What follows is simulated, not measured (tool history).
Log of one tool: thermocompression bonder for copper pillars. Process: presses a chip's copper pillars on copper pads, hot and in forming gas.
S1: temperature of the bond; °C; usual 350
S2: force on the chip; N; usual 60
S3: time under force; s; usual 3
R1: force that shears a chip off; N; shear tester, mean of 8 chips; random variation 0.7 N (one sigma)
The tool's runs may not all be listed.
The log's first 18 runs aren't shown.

run,hour,S1,S2,S3,R1
19,983.9,365,60,9,64
20,1033.9,365,60,9,63.1
21,1087.4,365,60,9,62.3
# hour 1103: forming gas filter changed
22,1131.7,365,60,9,72.6
23,1188.7,367,78,2,60.4
24,1232.7,367,60,3,53.4
25,1316,378,48,3,45.3
26,1351.9,378,48,3,46.8
27,1387.2,378,48,3,47.4
28,1449.9,352,66,2,45.6
29,1485.8,321,75,2,41.1

The next listed run, before its measurement:
30,1551.8,321,75,2,?

{"run 30": {"R1": 40.1}}
Without the tool's hidden state the same run would have given R1 42.4 N.
